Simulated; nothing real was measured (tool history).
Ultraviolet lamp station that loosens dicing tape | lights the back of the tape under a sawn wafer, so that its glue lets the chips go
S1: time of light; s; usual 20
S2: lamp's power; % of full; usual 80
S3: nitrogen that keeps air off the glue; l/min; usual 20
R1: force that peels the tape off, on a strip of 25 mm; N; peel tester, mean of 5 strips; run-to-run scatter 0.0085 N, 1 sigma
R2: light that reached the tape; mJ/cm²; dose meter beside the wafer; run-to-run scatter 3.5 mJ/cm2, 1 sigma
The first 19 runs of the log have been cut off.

| run | day | S1 | S2 | S3 | R1 | R2 |
|---|---|---|---|---|---|---|
| 20 | 27.175 | 26 | 90 | 20 | 0.252 | 835 |
|  | 27.475 | lamp changed |
| 21 | 28.517 | 26 | 90 | 20 | 0.257 | 840 |
| 22 | 30.121 | 20 | 80 | 13 | 0.439 | 566 |
| 23 | 31.629 | 22 | 96 | 8 | 0.38 | 759 |
| 24 | 33.233 | 22 | 96 | 8 | 0.386 | 752 |
| 25 | 34.95 | 22 | 96 | 8 | 0.383 | 758 |
| 26 | 36.683 | 27 | 66 | 15 | 0.351 | 638 |
|  | 38.333 | window cleaned of glue's vapour |
| 27 | 38.408 | 32 | 67 | 32 | 0.251 | 772 |
| 28 | 39.542 | 26 | 82 | 7 | 0.416 | 768 |
| 29 | 41.608 | 26 | 82 | 7 | 0.412 | 757 |
| 30 | 42.454 | 26 | 73 | 10 | 0.394 | 681 |
| 31 | 43.571 | 26 | 73 | 10 | 0.396 | 683 |
| 32 | 45.45 | 34 | 80 | 24 | 0.238 | 974 |
| 33 | 46.975 | 35 | 80 | 20 | 0.239 | 998 |
| 34 | 47.904 | 20 | 74 | 31 | 0.32 | 529 |
| 35 | 49.221 | 13 | 61 | 21 | 1.077 | 285 |
| 36 | 50.096 | 13 | 61 | 21 | 1.064 | 278 |
| 37 | 51.262 | 13 | 61 | 21 | 1.033 | 284 |
| 38 | 52.233 | 26 | 80 | 32 | 0.249 | 745 |
| 39 | 54.229 | 15 | 79 | 10 | 0.878 | 420 |
|  | 54.704 | window cleaned of glue's vapour |
| 40 | 55.396 | 11 | 61 | 26 | 1.198 | 241 |
| 41 | 56.421 | 20 | 64 | 20 | 0.469 | 451 |
| 42 | 58.067 | 36 | 91 | 14 | 0.236 | 1170 |
| 43 | 59.271 | 34 | 75 | 12 | 0.274 | 907 |
| 44 | 61 | 18 | 99 | 7 | 0.548 | 641 |

Each row is a separate what-if for the run after 44, all from the same tool condition, not one after another. Results?
| A | 62.642 | 20 | 71 | 6 | ? | ? |
| B | 62.642 | 20 | 80 | 39 | ? | ? |
| C | 62.642 | 13 | 80 | 20 | ? | ? |

| run | R1 | R2 |
|---|---|---|
| A | 0.895 | 508 |
| B | 0.289 | 575 |
| C | 0.665 | 374 |
What these runs would have given with no unlogged condition in the tool:
| run | R1 | R2 |
|---|---|---|
| A | 0.889 | 510 |
| B | 0.288 | 577 |
| C | 0.661 | 376 |
